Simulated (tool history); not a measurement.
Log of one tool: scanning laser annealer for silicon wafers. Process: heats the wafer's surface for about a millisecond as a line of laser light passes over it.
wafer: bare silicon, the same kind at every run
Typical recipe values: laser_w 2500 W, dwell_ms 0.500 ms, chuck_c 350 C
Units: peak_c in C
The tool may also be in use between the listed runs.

{"run": 1, "hour": 0.0, "laser_w": 2500, "dwell_ms": 0.5, "chuck_c": 350, "peak_c": 1161}
{"run": 2, "hour": 24.0, "laser_w": 2500, "dwell_ms": 0.5, "chuck_c": 350, "peak_c": 1158}
{"run": 3, "hour": 43.5, "laser_w": 2500, "dwell_ms": 0.5, "chuck_c": 350, "peak_c": 1159}
{"run": 4, "hour": 59.4, "laser_w": 2500, "dwell_ms": 0.5, "chuck_c": 350, "peak_c": 1162}
{"run": 5, "hour": 75.4, "laser_w": 2500, "dwell_ms": 0.5, "chuck_c": 323, "peak_c": 1132}
{"run": 6, "hour": 91.9, "laser_w": 2500, "dwell_ms": 0.444, "chuck_c": 323, "peak_c": 1084}
{"run": 7, "hour": 107.9, "laser_w": 2500, "dwell_ms": 0.444, "chuck_c": 323, "peak_c": 1087}
{"run": 8, "hour": 120.9, "laser_w": 2500, "dwell_ms": 0.558, "chuck_c": 323, "peak_c": 1170}
{"hour": 125.2, "done": "laser's power meter calibrated"}
{"run": 9, "hour": 136.0, "laser_w": 2500, "dwell_ms": 0.558, "chuck_c": 323, "peak_c": 1175}
{"run": 10, "hour": 149.7, "laser_w": 2500, "dwell_ms": 0.558, "chuck_c": 386, "peak_c": 1233}
{"run": 11, "hour": 168.6, "laser_w": 2500, "dwell_ms": 0.5, "chuck_c": 350, "peak_c": 1158}
{"run": 12, "hour": 182.1, "laser_w": 2500, "dwell_ms": 0.457, "chuck_c": 349, "peak_c": 1120}
{"run": 13, "hour": 206.5, "laser_w": 2383, "dwell_ms": 0.5, "chuck_c": 350, "peak_c": 1115}
{"run": 14, "hour": 221.0, "laser_w": 2425, "dwell_ms": 0.389, "chuck_c": 350, "peak_c": 1040}
{"run": 15, "hour": 241.0, "laser_w": 2425, "dwell_ms": 0.389, "chuck_c": 350, "peak_c": 1041}
{"hour": 253.6, "done": "laser's power meter calibrated, once more"}
{"run": 16, "hour": 264.8, "laser_w": 2425, "dwell_ms": 0.389, "chuck_c": 350, "peak_c": 1037}
{"run": 17, "hour": 280.0, "laser_w": 2500, "dwell_ms": 0.5, "chuck_c": 326, "peak_c": 1123}
{"run": 18, "hour": 295.6, "laser_w": 2500, "dwell_ms": 0.5, "chuck_c": 326, "peak_c": 1125}
{"run": 19, "hour": 320.1, "laser_w": 2295, "dwell_ms": 0.431, "chuck_c": 341, "peak_c": 1022}
{"run": 20, "hour": 344.7, "laser_w": 2295, "dwell_ms": 0.431, "chuck_c": 341, "peak_c": 1023}
{"run": 21, "hour": 356.3, "laser_w": 2500, "dwell_ms": 0.5, "chuck_c": 365, "peak_c": 1161}
{"run": 22, "hour": 366.9, "laser_w": 2500, "dwell_ms": 0.5, "chuck_c": 365, "peak_c": 1161}

Measured result minus the same run's result without the hidden state. Both carry the same run-to-run variation, though not necessarily the same gauge scatter:
Unlogged tool condition in this case: light that passes the window, % of a clean one's; laser's true power over the reading, %; width of the line over the set one, %; drift of the gauge itself on peak_c, C.
run=1 peak_c=-20
run=2 peak_c=-22
run=3 peak_c=-22
run=4 peak_c=-23
run=5 peak_c=-24
run=6 peak_c=-23
run=7 peak_c=-23
run=8 peak_c=-27
run=9 peak_c=-27
run=10 peak_c=-27
run=11 peak_c=-27
run=12 peak_c=-27
run=13 peak_c=-27
run=14 peak_c=-26
run=15 peak_c=-26
run=16 peak_c=-29
run=17 peak_c=-34
run=18 peak_c=-34
run=19 peak_c=-31
run=20 peak_c=-31
run=21 peak_c=-36
run=22 peak_c=-37
